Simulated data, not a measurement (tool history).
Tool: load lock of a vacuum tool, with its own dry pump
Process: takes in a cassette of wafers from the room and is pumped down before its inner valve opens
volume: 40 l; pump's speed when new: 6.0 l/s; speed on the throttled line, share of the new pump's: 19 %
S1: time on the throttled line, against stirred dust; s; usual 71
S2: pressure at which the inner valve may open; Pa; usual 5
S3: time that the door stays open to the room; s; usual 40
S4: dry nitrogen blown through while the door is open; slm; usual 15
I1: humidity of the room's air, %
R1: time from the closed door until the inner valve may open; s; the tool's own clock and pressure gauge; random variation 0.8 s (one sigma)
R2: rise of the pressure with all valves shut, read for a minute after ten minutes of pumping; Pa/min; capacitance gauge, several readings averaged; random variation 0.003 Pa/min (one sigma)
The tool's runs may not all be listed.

run,hour,S1,S2,S3,S4,I1,R1,R2
1,0.0,71,5,40,15,43.1,125.9,0.423
2,101.3,71,5,40,15,48.2,127.0,0.438
3,152.6,71,7,40,15,44.8,124.3,0.448
4,237.4,71,7,40,15,48.2,125.0,0.452
5,284.9,71,5,40,15,45.1,127.6,0.451
6,379.5,39,5,40,15,43.6,101.6,0.458
7,490.8,129,5,40,15,46.2,172.1,0.463
8,600.6,129,5,40,15,45.8,174.0,0.477
9,682.4,129,5,40,15,45.0,175.2,0.485
10,733.7,129,5,40,15,46.0,172.6,0.492
11,844.9,129,5,34,15,45.3,173.8,0.481
12,929.4,129,5,34,15,45.4,174.4,0.505
13,1036.2,129,5,34,15,40.1,173.2,0.511
14,1129.7,129,5,34,15,47.0,172.0,0.521
15,1232.8,129,5,34,15,47.9,174.0,0.512

Forecast run 16:
16,1328.2,129,5,34,15,46.7,?,?

Run 16 gave R1 174.9 s, R2 0.531 Pa/min.
Without the tool's hidden state the same run would have given R1 171.7 s, R2 0.023 Pa/min.
